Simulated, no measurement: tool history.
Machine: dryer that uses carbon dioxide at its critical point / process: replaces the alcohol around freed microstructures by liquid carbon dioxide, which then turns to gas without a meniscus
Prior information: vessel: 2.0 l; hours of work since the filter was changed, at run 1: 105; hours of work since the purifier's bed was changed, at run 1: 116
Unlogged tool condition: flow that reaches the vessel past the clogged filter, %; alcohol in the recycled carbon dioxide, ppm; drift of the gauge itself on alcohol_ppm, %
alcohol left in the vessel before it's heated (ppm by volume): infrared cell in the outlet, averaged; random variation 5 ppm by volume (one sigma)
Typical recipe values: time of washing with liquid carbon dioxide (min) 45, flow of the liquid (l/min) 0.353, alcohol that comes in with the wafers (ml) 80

run	hour	time of washing with liquid carbon dioxide (min)	flow of the liquid (l/min)	alcohol that comes in with the wafers (ml)	hours of work since the filter was changed	hours of work since the purifier's bed was changed	alcohol left in the vessel before it's heated (ppm by volume)
1	0	45	0.353	80	105	116	77
2	5.8	40	0.353	80	108	119	110
3	13.6	40	0.353	80	111	122	113
4	22.1	45	0.522	80	115	126	39
5	28.7	45	0.522	80	118	129	35
6	33.9	45	0.522	80	120	131	46
7	38.7	45	0.522	80	122	133	42
8	45.9	31	0.522	80	125	136	85
9	49.8	31	0.522	80	127	138	84
10	58.9	31	0.522	80	131	142	95
11	64.5	31	0.522	80	133	144	85
12	72.7	45	0.353	112	137	148	111
13	79.5	45	0.353	80	140	151	81
14	83.2	42	0.353	80	142	153	108
15	90.6	45	0.415	80	145	156	55
16	95.2	38	0.353	80	147	158	174
17	103.8	38	0.353	80	151	162	172
18	107.9	45	0.353	38	152	163	73
19	115.5	45	0.353	80	156	167	102
20	123.7	45	0.353	80	159	170	93
21	132.1	45	0.353	37	163	174	72
22	136.1	45	0.353	37	165	176	79
23	142.4	31	0.266	80	167	179	1268
24	150.1	38	0.266	47	171	182	382
25	154.8	30	0.309	69	173	184	755
26	160.6	30	0.309	69	175	187	760
27	165	64	0.399	80	177	188	55
28	171.2	64	0.399	80	180	191	59
29	176.4	30	0.353	80	182	193	542
30	182.4	65	0.353	90	185	196	59
31	187.2	65	0.353	90	187	198	69
32	194.3	65	0.353	90	190	201	64
33	200	43	0.353	112	193	204	161
34	206.6	43	0.353	112	196	207	168

What will run 35 give?
35	211.4	43	0.541	45	198	209	?

alcohol left in the vessel before it's heated (ppm by volume): 66
If the tool had no hidden condition, the same run with the same run-to-run variation would have returned alcohol left in the vessel before it's heated (ppm by volume) 5.

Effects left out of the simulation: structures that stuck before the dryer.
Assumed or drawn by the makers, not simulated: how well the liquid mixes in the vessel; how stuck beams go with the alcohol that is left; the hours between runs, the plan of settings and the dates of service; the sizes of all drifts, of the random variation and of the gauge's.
